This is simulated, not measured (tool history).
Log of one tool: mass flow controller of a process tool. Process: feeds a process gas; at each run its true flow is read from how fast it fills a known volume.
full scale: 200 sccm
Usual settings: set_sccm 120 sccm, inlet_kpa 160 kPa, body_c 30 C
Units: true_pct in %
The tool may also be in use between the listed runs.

run 1 day=0.000 | set_sccm=120 inlet_kpa=160 body_c=30 | true_pct=99.72
run 2 day=8.475 | set_sccm=120 inlet_kpa=160 body_c=30 | true_pct=99.83
run 3 day=16.875 | set_sccm=120 inlet_kpa=160 body_c=22 | true_pct=98.87
run 4 day=32.579 | set_sccm=120 inlet_kpa=160 body_c=22 | true_pct=98.95
run 5 day=48.100 | set_sccm=120 inlet_kpa=160 body_c=22 | true_pct=98.83
run 6 day=56.429 | set_sccm=120 inlet_kpa=160 body_c=22 | true_pct=98.86
run 7 day=62.938 | set_sccm=96 inlet_kpa=160 body_c=30 | true_pct=99.33
run 8 day=76.788 | set_sccm=120 inlet_kpa=176 body_c=30 | true_pct=99.53
run 9 day=89.146 | set_sccm=120 inlet_kpa=176 body_c=30 | true_pct=99.52
run 10 day=97.892 | set_sccm=120 inlet_kpa=160 body_c=39 | true_pct=100.43
run 11 day=109.888 | set_sccm=120 inlet_kpa=160 body_c=39 | true_pct=100.39
run 12 day=118.092 | set_sccm=120 inlet_kpa=188 body_c=39 | true_pct=100.49
run 13 day=132.596 | set_sccm=120 inlet_kpa=188 body_c=39 | true_pct=100.31
run 14 day=141.550 | set_sccm=120 inlet_kpa=188 body_c=39 | true_pct=100.27
run 15 day=149.967 | set_sccm=120 inlet_kpa=188 body_c=39 | true_pct=100.29
run 16 day=165.546 | set_sccm=21 inlet_kpa=148 body_c=25 | true_pct=97.94

The next listed run, before its measurement:
run 17 day=172.438 | set_sccm=120 inlet_kpa=211 body_c=24 | true_pct=?

true_pct: 98.74 %
Without the tool's hidden state the same run would have given true_pct 99.06 %.

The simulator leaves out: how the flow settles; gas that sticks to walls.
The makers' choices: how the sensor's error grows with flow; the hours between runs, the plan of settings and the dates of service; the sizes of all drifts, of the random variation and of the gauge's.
